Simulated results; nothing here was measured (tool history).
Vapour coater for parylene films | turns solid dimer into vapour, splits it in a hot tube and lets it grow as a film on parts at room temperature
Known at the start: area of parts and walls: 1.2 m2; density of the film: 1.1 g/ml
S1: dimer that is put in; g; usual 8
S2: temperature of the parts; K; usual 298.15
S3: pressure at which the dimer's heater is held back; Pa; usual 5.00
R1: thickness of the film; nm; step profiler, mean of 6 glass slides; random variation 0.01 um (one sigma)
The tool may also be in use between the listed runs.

Run 1, hour 0.0: usual settings. Result: R1 3780 nm.
Run 2, hour 38.3: usual settings. Result: R1 3770 nm.
Run 3, hour 59.5: usual settings. Result: R1 3750 nm.
Run 4, hour 91.9: usual settings but S3 8.31 Pa. Result: R1 3440 nm.
Run 5, hour 129.6: usual settings but S3 8.31 Pa. Result: R1 3450 nm.
Run 6, hour 151.8: usual settings but S1 5 g. Result: R1 2350 nm.
Run 7, hour 177.8: usual settings but S3 3.89 Pa. Result: R1 3910 nm.
Run 8, hour 203.2: usual settings but S3 3.89 Pa. Result: R1 3880 nm.
Run 9, hour 220.5: usual settings but S3 3.89 Pa. Result: R1 3890 nm.
Run 10, hour 238.4: usual settings. Result: R1 3750 nm.
Run 11, hour 272.1: usual settings. Result: R1 3720 nm.
Run 12, hour 304.5: usual settings but S1 3 g. Result: R1 1410 nm.
Run 13, hour 336.1: usual settings but S1 3 g. Result: R1 1390 nm.
At hour 343.7: trap's valve overhauled.
Run 14, hour 367.7: usual settings but S1 5 g. Result: R1 2250 nm.
Run 15, hour 384.3: usual settings but S3 8.08 Pa. Result: R1 3290 nm.
Run 16, hour 415.2: usual settings but S1 5 g. Result: R1 2240 nm.
Run 17, hour 442.1: usual settings but S1 5 g. Result: R1 2240 nm.
Run 18, hour 476.1: usual settings but S1 5 g. Result: R1 2230 nm.
At hour 515.4: trap's valve overhauled, once more.
Run 19, hour 516.2: usual settings but S1 5 g, S2 299.15 K. Result: R1 2340 nm.
Run 20, hour 537.4: usual settings but S1 5 g, S2 299.15 K, S3 3.19 Pa. Result: R1 2530 nm.
Run 21, hour 573.4: usual settings. Result: R1 3920 nm.
Run 22, hour 589.9: usual settings. Result: R1 3910 nm.
Run 23, hour 614.3: usual settings but S3 8.85 Pa. Result: R1 3570 nm.
Run 24, hour 642.8: usual settings but S2 297.15 K, S3 3.65 Pa. Result: R1 4320 nm.
Run 25, hour 672.8: usual settings but S1 5 g, S2 301.15 K, S3 5.59 Pa. Result: R1 2100 nm.
Run 26, hour 703.6: usual settings but S1 13 g, S3 3.32 Pa. Result: R1 6800 nm.
Run 27, hour 736.3: usual settings but S1 13 g, S3 3.32 Pa. Result: R1 6790 nm.

Run 28 comes next. What will it give?
Run 28, hour 768.2: usual settings but S2 308.15 K, S3 5.60 Pa. Result: R1 ?.

Run 28 gave R1 2450 nm.
Without the tool's hidden state the same run would have given R1 2420 nm.
